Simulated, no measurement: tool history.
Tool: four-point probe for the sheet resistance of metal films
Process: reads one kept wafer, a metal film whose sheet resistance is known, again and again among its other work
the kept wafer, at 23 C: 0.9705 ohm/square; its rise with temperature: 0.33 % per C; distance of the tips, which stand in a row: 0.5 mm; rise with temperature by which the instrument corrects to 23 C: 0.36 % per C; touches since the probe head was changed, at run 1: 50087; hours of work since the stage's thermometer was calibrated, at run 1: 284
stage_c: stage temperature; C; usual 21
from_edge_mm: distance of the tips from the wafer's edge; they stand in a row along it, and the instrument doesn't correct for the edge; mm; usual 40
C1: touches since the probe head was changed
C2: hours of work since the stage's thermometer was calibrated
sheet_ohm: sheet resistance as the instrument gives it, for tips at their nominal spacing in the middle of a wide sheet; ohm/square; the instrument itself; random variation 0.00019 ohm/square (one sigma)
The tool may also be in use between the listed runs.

Run 1, day 0.000: usual settings; C1 50087; C2 284. Result: sheet_ohm 0.981651 ohm/square.
Run 2, day 0.775: usual settings; C1 51110; C2 297. Result: sheet_ohm 0.981900 ohm/square.
Run 3, day 1.621: usual settings but stage_c 18 C; C1 52229; C2 310. Result: sheet_ohm 0.983081 ohm/square.
Run 4, day 2.267: usual settings; C1 53076; C2 320. Result: sheet_ohm 0.982842 ohm/square.
Run 5, day 3.212: usual settings; C1 54326; C2 336. Result: sheet_ohm 0.982821 ohm/square.
Run 6, day 4.083: usual settings; C1 55474; C2 350. Result: sheet_ohm 0.983175 ohm/square.
Run 7, day 5.054: usual settings; C1 56757; C2 365. Result: sheet_ohm 0.983397 ohm/square.
At day 5.117: stage's thermometer calibrated.
Run 8, day 5.604: usual settings; C1 57455; C2 8. Result: sheet_ohm 0.983514 ohm/square.
Run 9, day 6.654: usual settings; C1 58845; C2 25. Result: sheet_ohm 0.984113 ohm/square.
Run 10, day 7.300: usual settings but stage_c 20 C, from_edge_mm 16 mm; C1 59695; C2 35. Result: sheet_ohm 0.984733 ohm/square.
Run 11, day 7.796: usual settings but stage_c 25 C, from_edge_mm 4 mm; C1 60352; C2 43. Result: sheet_ohm 0.991288 ohm/square.

Run 12 comes next. What will it give?
Run 12, day 8.750: usual settings but stage_c 19 C, from_edge_mm 61 mm; C1 61609; C2 58. Result: sheet_ohm ?.

Run 12 gave sheet_ohm 0.985278 ohm/square.
Without the tool's hidden state the same run would have given sheet_ohm 0.971932 ohm/square.
